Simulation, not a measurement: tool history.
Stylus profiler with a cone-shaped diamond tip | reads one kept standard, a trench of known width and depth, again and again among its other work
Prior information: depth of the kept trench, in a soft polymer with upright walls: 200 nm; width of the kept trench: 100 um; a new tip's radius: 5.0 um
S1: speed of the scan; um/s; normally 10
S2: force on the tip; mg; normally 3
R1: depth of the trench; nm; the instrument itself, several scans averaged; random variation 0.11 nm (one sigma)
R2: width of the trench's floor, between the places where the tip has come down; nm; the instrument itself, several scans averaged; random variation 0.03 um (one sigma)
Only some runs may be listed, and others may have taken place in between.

run   hour  S1    S2      R1     R2
  1      0  10     3  203.24  97110
  2    9.3  10     3  202.94  97170
  3     18  10     3  203.16  97130
  4   27.7  10     3  203.13  97170
  5   34.3  10     3  203.24  97160
  6   44.7  10     3  203.25  97190
  7   55.4  10     3  203.11  97160
  8   69.2  10  4.77  204.34  97180
  9   77.6  10  4.77  204.29  97160
 10   89.5  10  4.77  204.32  97200
 11  102.1  10  4.77  204.35  97170
 12  109.4  10  4.77  204.45  97170
 13  115.8  10  4.77  204.49  97140
 14    130  10     3  203.13  97190
 15    142  10     3  203.09  97160
 16  150.1  10     3  203.19  97130
 17  161.9  10     3  203.18  97180
 18  170.1  10     3  203.26  97110
 19  179.8  10  5.79     205  97120
 20  190.4  10  5.79     205  97180
 21  200.5   6  5.79  204.98  97150
 22  207.2   4     3  203.19  97130
 23  216.7  10     3  203.11  97200
 24  224.7   2  1.64  202.19  97140
 25  233.2  39  2.09  202.63  97020
 26  248.1  16  3.34   203.4  97110
 27  254.4  16  3.34  203.32  97060
 28    268  16  3.34  203.36  97120
 29  279.5  23  3.34  203.49  97130
 30  288.6   6  2.35   202.7  97200
 31  301.2   6  2.35  202.76  97190
 32  314.4   5  1.37  201.98  97180
 33  323.6   5  1.37  201.69  97130
 34  336.7   5  1.37  201.87  97170
 35  347.8   5  1.05  201.53  97160
 36  360.7  27     3  203.29  97090
 37  375.5  27     3  203.27  97140
 38  388.4  27     3  203.28  97090
 39  401.8  15  1.05  201.51  97110
 40  416.5   2  1.41  201.82  97180
 41  427.8   4  3.73  203.88  97170
 42  440.3   7  2.69  202.91  97150
 43    453   3  2.69  202.96  97130
 44  466.6  30  4.81  204.38  97090
 45  479.1  30  4.81  204.34  97090
 46  493.9  30   6.7  205.49  97060

Below are 5 alternative next runs, each starting from the tool's condition after run 46. Predict each:
  A  506.4  38  1.34   ?   ?
  B  506.4  30     1   ?   ?
  C  506.4  13  3.18   ?   ?
  D  506.4   6  1.54   ?   ?
  E  506.4   8  1.26   ?   ?

run      R1     R2
  A  201.56  96980
  B   201.4  97000
  C   203.4  97100
  D  202.13  97160
  E   201.9  97170
With the hidden condition removed and each run's random variation left untouched, the same runs would have given:
run      R1     R2
  A  201.55  96980
  B  201.39  97010
  C  203.39  97110
  D  202.13  97160
  E  201.89  97170

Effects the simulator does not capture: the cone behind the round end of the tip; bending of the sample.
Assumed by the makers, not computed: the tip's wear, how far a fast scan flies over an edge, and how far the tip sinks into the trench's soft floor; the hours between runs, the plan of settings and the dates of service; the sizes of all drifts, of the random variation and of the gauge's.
